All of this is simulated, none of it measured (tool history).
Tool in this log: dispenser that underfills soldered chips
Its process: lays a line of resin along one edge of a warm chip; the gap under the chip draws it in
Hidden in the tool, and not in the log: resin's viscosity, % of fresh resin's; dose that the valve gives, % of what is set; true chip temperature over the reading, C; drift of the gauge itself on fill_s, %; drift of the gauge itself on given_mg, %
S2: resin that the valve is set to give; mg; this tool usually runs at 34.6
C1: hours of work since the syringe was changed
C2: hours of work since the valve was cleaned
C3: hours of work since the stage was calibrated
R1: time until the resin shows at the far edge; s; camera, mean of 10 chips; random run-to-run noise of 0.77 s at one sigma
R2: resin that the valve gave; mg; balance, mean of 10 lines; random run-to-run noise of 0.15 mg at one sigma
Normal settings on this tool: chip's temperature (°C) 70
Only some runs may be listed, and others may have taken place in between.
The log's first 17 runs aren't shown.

{"run": 18, "hour": 117.0, "chip's temperature (°C)": 70, "S2": 44.1, "C1": 5, "C2": 95, "C3": 353, "R1": 93.7, "R2": 41.14}
{"hour": 120.4, "done": "new syringe of resin"}
{"run": 19, "hour": 126.4, "chip's temperature (°C)": 70, "S2": 44.1, "C1": 5, "C2": 102, "C3": 360, "R1": 92.8, "R2": 40.99}
{"hour": 130.4, "done": "new syringe of resin"}
{"run": 20, "hour": 133.5, "chip's temperature (°C)": 68, "S2": 36.9, "C1": 2, "C2": 107, "C3": 365, "R1": 95.5, "R2": 34.22}
{"hour": 140.7, "done": "new syringe of resin"}
{"run": 21, "hour": 141.0, "chip's temperature (°C)": 77, "S2": 36.9, "C1": 0, "C2": 113, "C3": 371, "R1": 53, "R2": 34.38}
{"run": 22, "hour": 147.1, "chip's temperature (°C)": 77, "S2": 36.2, "C1": 5, "C2": 118, "C3": 375, "R1": 66.3, "R2": 33.37}
{"hour": 150.9, "done": "new syringe of resin"}
{"run": 23, "hour": 151.5, "chip's temperature (°C)": 63, "S2": 44.4, "C1": 0, "C2": 121, "C3": 378, "R1": 109.9, "R2": 40.84}
{"run": 24, "hour": 156.7, "chip's temperature (°C)": 57, "S2": 42.3, "C1": 4, "C2": 125, "C3": 382, "R1": 183.1, "R2": 38.46}
{"hour": 160.9, "done": "new syringe of resin"}
{"run": 25, "hour": 162.9, "chip's temperature (°C)": 57, "S2": 42.3, "C1": 2, "C2": 129, "C3": 387, "R1": 161.1, "R2": 38.64}
{"hour": 167.5, "done": "dispensing valve cleaned and set on the balance"}
{"run": 26, "hour": 168.7, "chip's temperature (°C)": 61, "S2": 44.3, "C1": 5, "C2": 1, "C3": 391, "R1": 153.6, "R2": 44.65}
{"hour": 172.0, "done": "new syringe of resin"}
{"run": 27, "hour": 175.4, "chip's temperature (°C)": 61, "S2": 44.3, "C1": 3, "C2": 6, "C3": 395, "R1": 134.7, "R2": 43.84}
{"hour": 182.4, "done": "new syringe of resin"}
{"run": 28, "hour": 184.3, "chip's temperature (°C)": 61, "S2": 44.3, "C1": 1, "C2": 12, "C3": 402, "R1": 126.1, "R2": 43.87}
{"hour": 192.5, "done": "new syringe of resin"}
{"run": 29, "hour": 193.7, "chip's temperature (°C)": 61, "S2": 44.3, "C1": 1, "C2": 19, "C3": 409, "R1": 123.9, "R2": 43.63}
{"run": 30, "hour": 197.9, "chip's temperature (°C)": 85, "S2": 33.1, "C1": 4, "C2": 22, "C3": 412, "R1": 43.7, "R2": 32.43}
{"hour": 202.7, "done": "new syringe of resin"}
{"run": 31, "hour": 204.0, "chip's temperature (°C)": 70, "S2": 39.4, "C1": 1, "C2": 27, "C3": 417, "R1": 76.6, "R2": 38.39}
{"run": 32, "hour": 210.3, "chip's temperature (°C)": 70, "S2": 39.4, "C1": 6, "C2": 32, "C3": 421, "R1": 98.9, "R2": 38.52}
{"hour": 213.1, "done": "new syringe of resin"}
{"run": 33, "hour": 217.5, "chip's temperature (°C)": 70, "S2": 40.8, "C1": 3, "C2": 37, "C3": 427, "R1": 88.6, "R2": 39.58}
{"hour": 223.2, "done": "new syringe of resin"}
{"run": 34, "hour": 224.5, "chip's temperature (°C)": 69, "S2": 33, "C1": 1, "C2": 42, "C3": 432, "R1": 85.5, "R2": 31.82}
{"run": 35, "hour": 230.1, "chip's temperature (°C)": 70, "S2": 44.9, "C1": 5, "C2": 46, "C3": 436, "R1": 97.6, "R2": 43.56}

Forecast each of these 3 alternatives for the next run:
{"hour": 233.1, "done": "new syringe of resin"}
{"run": "A", "hour": 238.3, "chip's temperature (°C)": 65, "S2": 37.7, "C1": 4, "C2": 52, "C3": 442, "R1": "?", "R2": "?"}
{"hour": 233.1, "done": "new syringe of resin"}
{"run": "B", "hour": 238.3, "chip's temperature (°C)": 70, "S2": 37.9, "C1": 4, "C2": 52, "C3": 442, "R1": "?", "R2": "?"}
{"hour": 233.1, "done": "new syringe of resin"}
{"run": "C", "hour": 238.3, "chip's temperature (°C)": 68, "S2": 35.6, "C1": 4, "C2": 52, "C3": 442, "R1": "?", "R2": "?"}

run=A R1=122 R2=36.28
run=B R1=91.4 R2=36.55
run=C R1=103.4 R2=33.88
What these runs would have given with no unlogged condition in the tool:
run=A R1=92.7 R2=37.74
run=B R1=69.5 R2=38.01
run=C R1=78.6 R2=35.24
